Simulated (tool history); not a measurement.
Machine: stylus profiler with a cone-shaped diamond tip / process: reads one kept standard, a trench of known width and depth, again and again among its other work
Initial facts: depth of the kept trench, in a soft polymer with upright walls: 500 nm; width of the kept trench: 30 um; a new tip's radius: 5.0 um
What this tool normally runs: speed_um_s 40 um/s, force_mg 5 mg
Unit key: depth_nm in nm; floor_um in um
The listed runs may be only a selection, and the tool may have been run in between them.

{"run": 1, "hour": 0.0, "speed_um_s": 40, "force_mg": 5, "depth_nm": 510.83, "floor_um": 25.45}
{"run": 2, "hour": 15.5, "speed_um_s": 40, "force_mg": 5, "depth_nm": 510.6, "floor_um": 25.38}
{"run": 3, "hour": 36.3, "speed_um_s": 19, "force_mg": 5, "depth_nm": 510.64, "floor_um": 25.46}
{"run": 4, "hour": 57.0, "speed_um_s": 19, "force_mg": 5, "depth_nm": 510.58, "floor_um": 25.43}
{"run": 5, "hour": 73.1, "speed_um_s": 19, "force_mg": 5, "depth_nm": 510.64, "floor_um": 25.46}
{"run": 6, "hour": 91.8, "speed_um_s": 19, "force_mg": 5, "depth_nm": 510.71, "floor_um": 25.41}
{"run": 7, "hour": 108.9, "speed_um_s": 19, "force_mg": 5, "depth_nm": 510.71, "floor_um": 25.43}
{"run": 8, "hour": 128.3, "speed_um_s": 19, "force_mg": 5, "depth_nm": 510.76, "floor_um": 25.46}
{"run": 9, "hour": 141.5, "speed_um_s": 156, "force_mg": 5, "depth_nm": 510.79, "floor_um": 25.13}
{"run": 10, "hour": 157.8, "speed_um_s": 156, "force_mg": 5, "depth_nm": 511.08, "floor_um": 25.07}
{"run": 11, "hour": 177.5, "speed_um_s": 156, "force_mg": 5, "depth_nm": 510.59, "floor_um": 25.05}
{"run": 12, "hour": 200.2, "speed_um_s": 156, "force_mg": 5, "depth_nm": 510.8, "floor_um": 25.09}
{"run": 13, "hour": 222.1, "speed_um_s": 156, "force_mg": 5, "depth_nm": 510.85, "floor_um": 25.04}
{"run": 14, "hour": 235.1, "speed_um_s": 40, "force_mg": 4.14, "depth_nm": 509.77, "floor_um": 25.29}
{"run": 15, "hour": 258.1, "speed_um_s": 40, "force_mg": 4.14, "depth_nm": 509.65, "floor_um": 25.3}
{"run": 16, "hour": 268.1, "speed_um_s": 40, "force_mg": 4.14, "depth_nm": 509.68, "floor_um": 25.27}
{"run": 17, "hour": 279.0, "speed_um_s": 40, "force_mg": 4.14, "depth_nm": 509.85, "floor_um": 25.25}
{"run": 18, "hour": 291.6, "speed_um_s": 128, "force_mg": 3.15, "depth_nm": 508.06, "floor_um": 24.97}
{"run": 19, "hour": 313.5, "speed_um_s": 128, "force_mg": 3.15, "depth_nm": 508.42, "floor_um": 24.96}
{"run": 20, "hour": 328.0, "speed_um_s": 23, "force_mg": 11.08, "depth_nm": 518.25, "floor_um": 25.37}
{"run": 21, "hour": 339.5, "speed_um_s": 23, "force_mg": 11.08, "depth_nm": 518.03, "floor_um": 25.29}

Forecast run 22:
{"run": 22, "hour": 350.0, "speed_um_s": 23, "force_mg": 11.08, "depth_nm": "?", "floor_um": "?"}

depth_nm: 518.11 nm
floor_um: 25.34 um
With the hidden condition absent and the run-to-run variation left alone, this run would have shown depth_nm 517.29 nm, floor_um 25.64 um.
